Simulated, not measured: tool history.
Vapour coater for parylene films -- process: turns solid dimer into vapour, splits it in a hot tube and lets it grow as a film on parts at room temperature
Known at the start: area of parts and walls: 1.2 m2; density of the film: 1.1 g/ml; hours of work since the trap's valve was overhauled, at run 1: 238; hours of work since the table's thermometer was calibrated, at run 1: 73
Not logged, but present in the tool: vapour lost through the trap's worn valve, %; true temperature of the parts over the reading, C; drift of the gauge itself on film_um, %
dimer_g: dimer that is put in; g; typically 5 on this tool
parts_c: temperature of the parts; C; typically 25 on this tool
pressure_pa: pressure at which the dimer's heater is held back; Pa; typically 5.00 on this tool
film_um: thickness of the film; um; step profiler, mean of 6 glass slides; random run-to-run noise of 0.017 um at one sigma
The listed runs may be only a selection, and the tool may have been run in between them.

| run | day | dimer_g | parts_c | pressure_pa | hours of work since the trap's valve was overhauled | hours of work since the table's thermometer was calibrated | film_um |
|---|---|---|---|---|---|---|---|
| 1 | 0.000 | 5 | 25 | 5.00 | 238 | 73 | 2.13 |
| 2 | 0.654 | 5 | 25 | 5.00 | 248 | 83 | 2.09 |
| 3 | 1.338 | 5 | 25 | 5.00 | 259 | 94 | 2.10 |
| 4 | 2.083 | 5 | 27 | 5.00 | 271 | 106 | 1.95 |
| 5 | 2.550 | 5 | 27 | 5.00 | 278 | 113 | 1.93 |
| 6 | 3.158 | 5 | 32 | 5.00 | 288 | 123 | 1.65 |
| 7 | 3.700 | 5 | 32 | 5.00 | 297 | 132 | 1.62 |
| 8 | 4.054 | 5 | 32 | 5.00 | 302 | 137 | 1.62 |
| 9 | 4.588 | 5 | 32 | 5.00 | 311 | 146 | 1.63 |
| 10 | 4.954 | 5 | 32 | 3.93 | 316 | 151 | 1.67 |
|  | 5.358 | trap's valve overhauled |
| 11 | 5.825 | 4 | 25 | 7.02 | 7 | 163 | 1.75 |
| 12 | 6.438 | 5 | 25 | 4.47 | 17 | 172 | 2.28 |

Here are 5 independent what-if runs from the current tool condition. What would each one return?
| A | 7.092 | 4 | 24 | 3.55 | 28 | 183 | ? |
| B | 7.092 | 5 | 17 | 6.47 | 28 | 183 | ? |
| C | 7.092 | 2 | 20 | 5.00 | 28 | 183 | ? |
| D | 7.092 | 4 | 18 | 2.57 | 28 | 183 | ? |
| E | 7.092 | 2 | 30 | 4.47 | 28 | 183 | ? |

| run | film_um |
|---|---|
| A | 1.95 |
| B | 2.82 |
| C | 1.05 |
| D | 2.44 |
| E | 0.76 |
Had the tool no hidden state, the same runs would have come out as:
| run | film_um |
|---|---|
| A | 1.96 |
| B | 2.84 |
| C | 1.06 |
| D | 2.46 |
| E | 0.77 |

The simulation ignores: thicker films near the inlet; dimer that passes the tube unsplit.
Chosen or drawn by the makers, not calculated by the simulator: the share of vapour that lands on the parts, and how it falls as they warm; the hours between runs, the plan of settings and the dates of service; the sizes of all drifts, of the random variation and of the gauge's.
